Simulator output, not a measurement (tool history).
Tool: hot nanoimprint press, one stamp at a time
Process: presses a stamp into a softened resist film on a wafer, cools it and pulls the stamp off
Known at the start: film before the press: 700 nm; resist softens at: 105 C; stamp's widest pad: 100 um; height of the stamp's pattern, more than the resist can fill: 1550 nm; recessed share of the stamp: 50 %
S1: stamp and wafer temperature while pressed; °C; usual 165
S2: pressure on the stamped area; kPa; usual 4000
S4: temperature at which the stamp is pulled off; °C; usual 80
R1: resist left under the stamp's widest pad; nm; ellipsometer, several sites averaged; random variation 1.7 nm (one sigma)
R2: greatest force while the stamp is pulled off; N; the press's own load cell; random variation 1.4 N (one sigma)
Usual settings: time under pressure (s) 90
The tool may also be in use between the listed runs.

run 1 hour=0 | S1=165 S2=4000 time_under_pressure_(s)=90 S4=80 | R1=300.1 R2=135
run 2 hour=4.7 | S1=165 S2=4000 time_under_pressure_(s)=90 S4=80 | R1=300.4 R2=137
run 3 hour=13.8 | S1=165 S2=4000 time_under_pressure_(s)=90 S4=80 | R1=295.9 R2=135
run 4 hour=23.2 | S1=165 S2=4000 time_under_pressure_(s)=163 S4=80 | R1=245.9 R2=139
run 5 hour=33.5 | S1=165 S2=4000 time_under_pressure_(s)=163 S4=80 | R1=243.2 R2=138
run 6 hour=38.2 | S1=165 S2=4000 time_under_pressure_(s)=163 S4=80 | R1=243.7 R2=140
run 7 hour=45.5 | S1=165 S2=4000 time_under_pressure_(s)=94 S4=80 | R1=295 R2=141
run 8 hour=50.1 | S1=165 S2=4000 time_under_pressure_(s)=90 S4=79 | R1=298.2 R2=143
run 9 hour=58.2 | S1=165 S2=4000 time_under_pressure_(s)=90 S4=79 | R1=297.4 R2=146
run 10 hour=63.4 | S1=165 S2=4000 time_under_pressure_(s)=90 S4=79 | R1=294.5 R2=144
run 11 hour=70.1 | S1=165 S2=4000 time_under_pressure_(s)=90 S4=68 | R1=295.9 R2=156
run 12 hour=79.2 | S1=165 S2=4000 time_under_pressure_(s)=90 S4=68 | R1=298.8 R2=156
run 13 hour=88.8 | S1=165 S2=4940 time_under_pressure_(s)=90 S4=80 | R1=261.8 R2=145
run 14 hour=98.4 | S1=165 S2=4940 time_under_pressure_(s)=90 S4=80 | R1=262.1 R2=142
run 15 hour=108.5 | S1=165 S2=4940 time_under_pressure_(s)=90 S4=80 | R1=260.4 R2=144
run 16 hour=117 | S1=165 S2=3810 time_under_pressure_(s)=90 S4=80 | R1=306.5 R2=148
-- hour=125 stamp cleaned and given a new release coat
run 17 hour=129.9 | S1=165 S2=3810 time_under_pressure_(s)=90 S4=66 | R1=305.5 R2=148
run 18 hour=137.2 | S1=165 S2=3810 time_under_pressure_(s)=90 S4=66 | R1=304.6 R2=146
run 19 hour=146.9 | S1=165 S2=3810 time_under_pressure_(s)=90 S4=66 | R1=302.1 R2=146
run 20 hour=152.4 | S1=155 S2=4540 time_under_pressure_(s)=96 S4=82 | R1=423.8 R2=133
run 21 hour=160.4 | S1=155 S2=4540 time_under_pressure_(s)=96 S4=82 | R1=421.9 R2=134
run 22 hour=166.3 | S1=161 S2=4000 time_under_pressure_(s)=90 S4=73 | R1=355.3 R2=141
run 23 hour=173.1 | S1=161 S2=4000 time_under_pressure_(s)=151 S4=70 | R1=297.4 R2=147
run 24 hour=183.5 | S1=173 S2=4000 time_under_pressure_(s)=90 S4=80 | R1=211.5 R2=136
run 25 hour=189.1 | S1=165 S2=3530 time_under_pressure_(s)=72 S4=80 | R1=339.1 R2=141
run 26 hour=196.4 | S1=158 S2=4000 time_under_pressure_(s)=60 S4=80 | R1=447.5 R2=138
run 27 hour=202.5 | S1=158 S2=4000 time_under_pressure_(s)=60 S4=80 | R1=446.9 R2=140
run 28 hour=208.5 | S1=166 S2=3860 time_under_pressure_(s)=90 S4=80 | R1=286.7 R2=140
run 29 hour=215 | S1=168 S2=3720 time_under_pressure_(s)=90 S4=71 | R1=271 R2=152
run 30 hour=222.9 | S1=168 S2=3720 time_under_pressure_(s)=90 S4=71 | R1=270.5 R2=148

The same runs without the tool's hidden state, with the same run-to-run variation:
The hidden state here: true temperature over the reading, C; pressure that arrives at the usual setting, %; grip of the stamp's worn release coat, % over a new coat's; drift of the gauge itself on residual_nm, %; drift of the gauge itself on pull_off_n, %.
run=1 R1=300.2 R2=132
run=2 R1=300.6 R2=133
run=3 R1=296.3 R2=130
run=4 R1=246.3 R2=133
run=5 R1=243.7 R2=132
run=6 R1=244.2 R2=134
run=7 R1=295.8 R2=133
run=8 R1=299 R2=135
run=9 R1=298.4 R2=137
run=10 R1=295.5 R2=135
run=11 R1=297 R2=146
run=12 R1=300 R2=145
run=13 R1=262.9 R2=133
run=14 R1=263.3 R2=130
run=15 R1=261.7 R2=131
run=16 R1=308.4 R2=134
run=17 R1=307.5 R2=148
run=18 R1=306.7 R2=145
run=19 R1=304.4 R2=144
run=20 R1=427.1 R2=131
run=21 R1=425.3 R2=131
run=22 R1=358.4 R2=137
run=23 R1=300.2 R2=143
run=24 R1=213.1 R2=130
run=25 R1=342.3 R2=135
run=26 R1=451.6 R2=132
run=27 R1=451.1 R2=133
run=28 R1=289.6 R2=132
run=29 R1=273.9 R2=144
run=30 R1=273.4 R2=139

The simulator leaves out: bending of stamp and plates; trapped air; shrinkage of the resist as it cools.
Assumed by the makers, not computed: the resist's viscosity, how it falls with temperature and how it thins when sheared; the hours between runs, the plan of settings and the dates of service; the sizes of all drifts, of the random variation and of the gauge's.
